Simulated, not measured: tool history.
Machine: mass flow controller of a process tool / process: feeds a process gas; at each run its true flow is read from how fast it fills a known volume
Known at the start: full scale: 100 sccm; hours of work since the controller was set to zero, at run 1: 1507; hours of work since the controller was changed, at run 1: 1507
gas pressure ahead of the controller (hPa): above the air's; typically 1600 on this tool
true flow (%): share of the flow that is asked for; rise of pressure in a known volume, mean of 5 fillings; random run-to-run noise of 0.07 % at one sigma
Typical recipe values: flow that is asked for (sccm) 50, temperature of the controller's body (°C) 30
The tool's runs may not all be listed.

run    hour  flow that is asked for (sccm)  gas pressure ahead of the controller (hPa)  temperature of the controller's body (°C)  hours of work since the controller was set to zero  hours of work since the controller was changed  true flow (%)
  1       0                             50                                        1600                                         30                                                1507                                            1507           98.2
  2    35.8                             50                                        1600                                         30                                                1529                                            1529          98.25
  3    76.1                             50                                        1600                                         30                                                1555                                            1555          98.12
  4   121.8                             50                                        1600                                         30                                                1584                                            1584           98.1
  5   204.6                             50                                        1600                                         30                                                1636                                            1636          98.14
  6   270.4                             50                                        1600                                         30                                                1677                                            1677          97.99
      277.4  -- controller's zero set anew
  7   334.6                             50                                        1600                                         30                                                  36                                            1718          97.96
  8   373.3                             50                                        1600                                         30                                                  61                                            1742          97.84
      437.3  -- controller's zero set anew, once more
  9   454.2                             50                                        1600                                         30                                                  11                                            1793          99.35
 10   530.4                             50                                        2510                                         26                                                  59                                            1841          99.44
 11     612                             33                                        2510                                         26                                                 110                                            1893          99.03
 12   685.2                             24                                        2360                                         28                                                 157                                            1939          98.51
 13   746.1                             59                                        1700                                         30                                                 195                                            1977          99.47
 14   821.4                             59                                        1700                                         30                                                 243                                            2025          99.23
 15   886.7                             99                                        2100                                         22                                                 284                                            2066         100.58
 16   934.5                             99                                        2560                                         24                                                 314                                            2097         100.25
 17   976.6                             99                                        2560                                         24                                                 341                                            2123         100.26
 18  1015.4                             99                                        2560                                         24                                                 365                                            2148         100.19

Forecast each of these 4 alternatives for the next run:
  A  1052.5                             91                                        1410                                         22                                                 389                                            2171              ?
  B  1052.5                             12                                        1450                                         30                                                 389                                            2171              ?
  C  1052.5                             62                                        1610                                         30                                                 389                                            2171              ?
  D  1052.5                             26                                        2020                                         38                                                 389                                            2171              ?

run  true flow (%)
  A         100.81
  B          97.71
  C          99.42
  D          97.42
Stripped of hidden state, with their random variation kept, the same runs would have yielded:
run  true flow (%)
  A          100.5
  B          98.55
  C          99.19
  D          97.55
